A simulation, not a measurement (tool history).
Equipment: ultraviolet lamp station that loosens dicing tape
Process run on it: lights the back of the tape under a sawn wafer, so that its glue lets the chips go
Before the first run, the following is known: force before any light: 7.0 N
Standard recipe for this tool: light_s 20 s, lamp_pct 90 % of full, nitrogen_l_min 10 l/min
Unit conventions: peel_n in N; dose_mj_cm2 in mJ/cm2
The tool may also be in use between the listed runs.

| run | hour | light_s | lamp_pct | nitrogen_l_min | peel_n | dose_mj_cm2 |
|---|---|---|---|---|---|---|
| 1 | 0 | 20 | 90 | 10 | 0.596 | 225 |
| 2 | 38.2 | 20 | 90 | 10 | 0.637 | 221 |
| 3 | 104.9 | 20 | 90 | 10 | 0.674 | 211 |
| 4 | 151.6 | 20 | 90 | 10 | 0.707 | 206 |
| 5 | 204.6 | 20 | 90 | 10 | 0.745 | 201 |
| 6 | 255.4 | 20 | 90 | 10 | 0.799 | 196 |
| 7 | 288.5 | 14 | 90 | 10 | 1.453 | 138 |
|  | 332.9 | window cleaned of glue's vapour |
| 8 | 332.9 | 20 | 90 | 10 | 0.904 | 179 |
| 9 | 375.4 | 37 | 90 | 10 | 0.303 | 334 |
| 10 | 417.4 | 37 | 90 | 10 | 0.294 | 320 |
| 11 | 475.3 | 37 | 90 | 10 | 0.329 | 316 |
| 12 | 509.1 | 37 | 90 | 10 | 0.331 | 305 |
| 13 | 564 | 37 | 90 | 10 | 0.337 | 297 |
| 14 | 635.6 | 37 | 90 | 10 | 0.364 | 284 |
| 15 | 689.5 | 37 | 90 | 10 | 0.379 | 283 |
|  | 705.1 | window cleaned of glue's vapour, once more |
| 16 | 762.8 | 20 | 90 | 4 | 1.533 | 189 |
| 17 | 816.2 | 20 | 90 | 4 | 1.572 | 182 |
| 18 | 888 | 20 | 90 | 4 | 1.622 | 179 |
| 19 | 932.5 | 20 | 90 | 4 | 1.768 | 176 |
| 20 | 1004.5 | 39 | 90 | 10 | 0.291 | 325 |
| 21 | 1074.1 | 39 | 90 | 10 | 0.319 | 320 |
| 22 | 1139.6 | 12 | 68 | 10 | 2.96 | 72 |
|  | 1143.8 | window cleaned of glue's vapour |
| 23 | 1184 | 16 | 71 | 8 | 2.199 | 108 |
| 24 | 1250 | 23 | 79 | 8 | 1.179 | 168 |
| 25 | 1286.2 | 23 | 79 | 8 | 1.201 | 166 |
| 26 | 1320.6 | 23 | 79 | 8 | 1.277 | 164 |
| 27 | 1388.8 | 23 | 79 | 8 | 1.342 | 159 |
| 28 | 1442.9 | 39 | 79 | 8 | 0.555 | 259 |
| 29 | 1505 | 39 | 79 | 8 | 0.556 | 246 |
| 30 | 1553.4 | 31 | 93 | 8 | 0.707 | 227 |
|  | 1586.4 | window cleaned of glue's vapour |
| 31 | 1615 | 22 | 93 | 6 | 1.366 | 175 |
| 32 | 1667.6 | 31 | 65 | 7 | 1.279 | 166 |
| 33 | 1708.9 | 15 | 74 | 5 | 3.166 | 85 |
| 34 | 1771.2 | 15 | 74 | 5 | 3.265 | 88 |
| 35 | 1828.3 | 15 | 74 | 5 | 3.223 | 85 |
|  | 1833.8 | lamp changed |
| 36 | 1885.9 | 15 | 74 | 5 | 2.041 | 136 |
| 37 | 1947.1 | 19 | 77 | 9 | 1.035 | 173 |
| 38 | 1985.3 | 20 | 85 | 4 | 1.402 | 191 |
| 39 | 2016.1 | 20 | 82 | 10 | 0.837 | 188 |
|  | 2025.9 | window cleaned of glue's vapour |
| 40 | 2084.6 | 10 | 90 | 4 | 2.78 | 114 |
| 41 | 2121.8 | 31 | 77 | 4 | 0.732 | 298 |
| 42 | 2187.1 | 20 | 90 | 8 | 0.759 | 217 |

For each run, the measured value with the value that run would have given without the tool's hidden condition subtracted. The run-to-run variation is shared by both, the gauge scatter possibly not:
What the log doesn't record here: lamp's light, % of a new lamp's; light that the window lets through, % of a clean one's; drift of the gauge itself on peel_n, %; drift of the gauge itself on dose_mj_cm2, %.
| run | peel_n | dose_mj_cm2 |
|---|---|---|
| 1 | +0.122 | -27 |
| 2 | +0.148 | -31 |
| 3 | +0.186 | -38 |
| 4 | +0.216 | -43 |
| 5 | +0.252 | -48 |
| 6 | +0.291 | -52 |
| 7 | +0.484 | -39 |
| 8 | +0.405 | -66 |
| 9 | +0.099 | -131 |
| 10 | +0.106 | -137 |
| 11 | +0.124 | -148 |
| 12 | +0.132 | -152 |
| 13 | +0.149 | -160 |
| 14 | +0.171 | -172 |
| 15 | +0.192 | -181 |
| 16 | +0.541 | -59 |
| 17 | +0.59 | -63 |
| 18 | +0.655 | -71 |
| 19 | +0.747 | -75 |
| 20 | +0.101 | -156 |
| 21 | +0.121 | -170 |
| 22 | +1.113 | -42 |
| 23 | +0.841 | -48 |
| 24 | +0.607 | -82 |
| 25 | +0.64 | -86 |
| 26 | +0.692 | -89 |
| 27 | +0.765 | -95 |
| 28 | +0.319 | -166 |
| 29 | +0.338 | -176 |
| 30 | +0.451 | -171 |
| 31 | +0.783 | -108 |
| 32 | +0.779 | -112 |
| 33 | +1.337 | -63 |
| 34 | +1.429 | -67 |
| 35 | +1.455 | -70 |
| 36 | +0.28 | -18 |
| 37 | +0.241 | -28 |
| 38 | +0.325 | -36 |
| 39 | +0.245 | -37 |
| 40 | +0.239 | -11 |
| 41 | +0.142 | -35 |
| 42 | +0.182 | -33 |
